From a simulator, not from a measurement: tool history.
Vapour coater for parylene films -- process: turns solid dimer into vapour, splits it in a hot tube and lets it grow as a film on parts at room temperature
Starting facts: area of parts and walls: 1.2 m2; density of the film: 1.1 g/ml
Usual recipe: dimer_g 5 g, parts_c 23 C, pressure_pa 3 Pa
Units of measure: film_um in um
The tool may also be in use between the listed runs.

run	day	dimer_g	parts_c	pressure_pa	film_um
1	0	5	23	3	1.99
2	2.617	5	23	3	1.9
3	4.708	5	23	3.75	1.89
4	6.275	5	23	3.75	1.92
# day 7.338: table's thermometer calibrated
5	7.942	5	23	6.54	1.69
6	9.125	5	23	6.54	1.68
7	10.512	5	23	6.54	1.7
8	11.842	5	23	6.54	1.7
# day 12.65: trap's valve overhauled
9	14.258	5	23	6.54	1.67
10	15.688	5	23	6.54	1.7
11	17.45	5	23	6.54	1.67
12	20.025	5	23	3	1.97
13	21.404	5	23	3	1.96
14	23.467	5	23	3	1.95
15	25.433	6	32	7.65	1.34
16	27.379	3	32	2.44	0.79
17	29.35	6	29	5.45	1.68
18	31.296	9	21	6.27	3.42
19	32.454	2	21	7.39	0.67
20	34.783	4	19	3	1.84
21	36.617	4	19	3	1.89
22	39.179	4	19	3	1.84
23	40.512	5	19	3	2.29

Below are 4 alternative next runs, each starting from the tool's condition after run 23. Predict each:
A	42.925	7	19	9.93	?
B	42.925	5	19	3	?
C	42.925	5	29	3	?
D	42.925	4	28	6.03	?

run	film_um
A	2.53
B	2.31
C	1.56
D	1.12
Without the tool's unlogged condition, the same runs would have read:
run	film_um
A	2.55
B	2.33
C	1.57
D	1.13
